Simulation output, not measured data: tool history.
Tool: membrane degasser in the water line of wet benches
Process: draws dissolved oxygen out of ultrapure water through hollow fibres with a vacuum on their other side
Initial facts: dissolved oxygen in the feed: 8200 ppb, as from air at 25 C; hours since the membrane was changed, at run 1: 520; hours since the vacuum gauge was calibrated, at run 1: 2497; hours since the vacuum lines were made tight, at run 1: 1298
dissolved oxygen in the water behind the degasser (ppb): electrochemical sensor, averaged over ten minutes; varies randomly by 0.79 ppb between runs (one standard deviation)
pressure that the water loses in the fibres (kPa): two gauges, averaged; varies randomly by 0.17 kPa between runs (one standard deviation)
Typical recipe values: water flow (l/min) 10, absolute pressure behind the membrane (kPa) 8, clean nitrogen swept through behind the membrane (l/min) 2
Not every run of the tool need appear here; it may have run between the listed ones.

run	hour	water flow (l/min)	absolute pressure behind the membrane (kPa)	clean nitrogen swept through behind the membrane (l/min)	hours since the membrane was changed	hours since the vacuum gauge was calibrated	hours since the vacuum lines were made tight	dissolved oxygen in the water behind the degasser (ppb)	pressure that the water loses in the fibres (kPa)
1	0	10	8	2	520	2497	1298	73.4	29.86
2	120.5	10	8	2	641	2618	1419	72.9	29.84
3	218.4	10	9.04	2	739	2716	1516	86.3	29.63
4	352.8	10	9.04	2	873	2850	1651	87.1	29.82
5	494.2	10	9.04	2	1014	2992	1792	86.2	29.71
6	627.8	10	9.04	2	1148	3125	1926	86.8	29.88
7	701.4	10	9.04	2	1222	3199	1999	87.1	29.9
8	842.8	10	9.04	2	1363	3340	2141	86.3	29.93
9	954.3	10	8	2	1474	3452	2252	75.3	30.03
# hour 963.5: vacuum gauge calibrated
10	1023.2	10	8	2	1543	60	2321	75.3	29.95
11	1118.8	10	8	2	1638	155	2416	76.5	30.03
12	1254.9	10	8	2	1774	291	2552	75.2	29.94
13	1326.1	8	8	2	1846	363	2624	57.2	24
14	1394	8	5.61	2	1914	431	2691	34.3	24.05
# hour 1507.4: vacuum gauge calibrated, once more
15	1525.5	8	5.61	2	2045	18	2822	32.3	24
16	1612	8	5.61	2	2131	105	2909	33	23.94
17	1753.3	8	5.61	2	2272	246	3050	33	24.15
18	1856.3	8	5.61	2.76	2375	349	3153	26.6	23.88
19	1961.3	8	4.93	1.35	2480	454	3258	34.4	24.18
20	2029.2	8	4.93	1.35	2548	522	3326	35.8	23.94
21	2169.3	9	18.91	2	2688	662	3466	182.7	26.97
22	2260.4	9	18.91	2	2779	753	3557	183.7	26.92
23	2382.9	7	9.79	3.21	2902	876	3680	42.4	20.87
24	2485.9	7	9.79	3.21	3005	979	3783	42.8	20.72
25	2545.3	12	9.28	3.74	3064	1038	3842	72.3	36.32
26	2653.5	12	6.7	4.64	3173	1146	3951	46.5	35.88
27	2717.2	10	7.87	5.8	3236	1210	4014	36	29.93
28	2835.2	10	7.87	2.13	3354	1328	4132	71.3	30.19
29	2973.8	7	7.87	2.13	3493	1466	4271	45.5	21.06
30	3036.9	6	8	2	3556	1530	4334	41.4	18.37
31	3129.6	8	8	4.55	3649	1622	4427	30.7	24.25
32	3211.1	10	4.97	2	3730	1704	4508	38.3	29.97

Branching from run 32: 3 alternative next runs. What would each branch give?
A	3330.2	10	16.8	2	3849	1823	4627	?	?
B	3330.2	10	4.97	2.97	3849	1823	4627	?	?
C	3330.2	10	12.66	1.59	3849	1823	4627	?	?

run	dissolved oxygen in the water behind the degasser (ppb)	pressure that the water loses in the fibres (kPa)
A	181.9	30.28
B	31.2	29.75
C	158.5	29.98
Without the tool's unlogged condition, the same runs would have read:
run	dissolved oxygen in the water behind the degasser (ppb)	pressure that the water loses in the fibres (kPa)
A	177.1	29.84
B	28.8	29.31
C	153.9	29.54
